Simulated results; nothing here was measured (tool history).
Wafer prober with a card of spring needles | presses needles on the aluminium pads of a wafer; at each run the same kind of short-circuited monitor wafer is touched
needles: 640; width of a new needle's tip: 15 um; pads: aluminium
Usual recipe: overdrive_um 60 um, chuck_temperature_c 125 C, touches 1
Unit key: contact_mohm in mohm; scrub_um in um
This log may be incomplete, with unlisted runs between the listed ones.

run	hour	overdrive_um	chuck_temperature_c	touches	contact_mohm	scrub_um
1	0	60	125	1	152	8.27
# hour 13.2: tips cleaned on abrasive film
# hour 56: tips cleaned on abrasive film
# hour 93.3: tips cleaned on abrasive film
2	96.4	60	93	1	149	8.26
# hour 135.7: tips cleaned on abrasive film
# hour 173.6: tips cleaned on abrasive film
3	190.4	60	93	1	144	8.28
# hour 209.4: tips cleaned on abrasive film
# hour 249: tips cleaned on abrasive film
4	273.1	58	125	1	153	7.97
# hour 286.5: tips cleaned on abrasive film
# hour 326.3: tips cleaned on abrasive film
5	333.4	60	125	1	149	8.27
# hour 364.1: tips cleaned on abrasive film
# hour 382.2: height of the first contact set anew
# hour 402.7: tips cleaned on abrasive film
6	423.7	60	125	1	148	8.28
# hour 439.7: tips cleaned on abrasive film
# hour 476.7: tips cleaned on abrasive film
7	485.2	60	125	1	150	8.26
# hour 516.7: tips cleaned on abrasive film
# hour 558.3: tips cleaned on abrasive film
8	573.2	60	125	1	153	8.26
# hour 598.7: tips cleaned on abrasive film
# hour 637.2: tips cleaned on abrasive film
9	641	60	125	1	153	8.28
# hour 675.5: tips cleaned on abrasive film
10	691.4	61	38	3	137	8.42
# hour 711.4: tips cleaned on abrasive film
# hour 751.2: tips cleaned on abrasive film
11	786.4	61	38	3	136	8.4
# hour 791.8: tips cleaned on abrasive film
# hour 830.7: tips cleaned on abrasive film
# hour 870.7: tips cleaned on abrasive film
12	875.7	57	104	1	148	7.84
# hour 908.4: tips cleaned on abrasive film
13	941.4	73	53	2	134	10.06
# hour 948.1: tips cleaned on abrasive film
# hour 980.3: height of the first contact set anew
# hour 985: tips cleaned on abrasive film
14	1007.2	60	97	1	145	8.27
# hour 1023.6: tips cleaned on abrasive film
15	1052.2	51	115	1	152	7.04
# hour 1059.2: tips cleaned on abrasive film
# hour 1102.7: tips cleaned on abrasive film
16	1114.7	79	25	3	131	10.88
# hour 1142: tips cleaned on abrasive film
# hour 1183.2: tips cleaned on abrasive film
17	1201.9	59	47	2	139	8.13

Branching from run 17: 3 alternative next runs. What would each branch give?
# hour 1222.6: tips cleaned on abrasive film
# hour 1264.3: tips cleaned on abrasive film
A	1273.5	57	47	2	?	?
# hour 1222.6: tips cleaned on abrasive film
# hour 1264.3: tips cleaned on abrasive film
B	1273.5	42	58	1	?	?
# hour 1222.6: tips cleaned on abrasive film
# hour 1264.3: tips cleaned on abrasive film
C	1273.5	60	82	1	?	?

run	contact_mohm	scrub_um
A	140	7.85
B	144	5.77
C	147	8.26
Stripped of hidden state, with their random variation kept, the same runs would have yielded:
run	contact_mohm	scrub_um
A	139	7.85
B	143	5.77
C	146	8.26
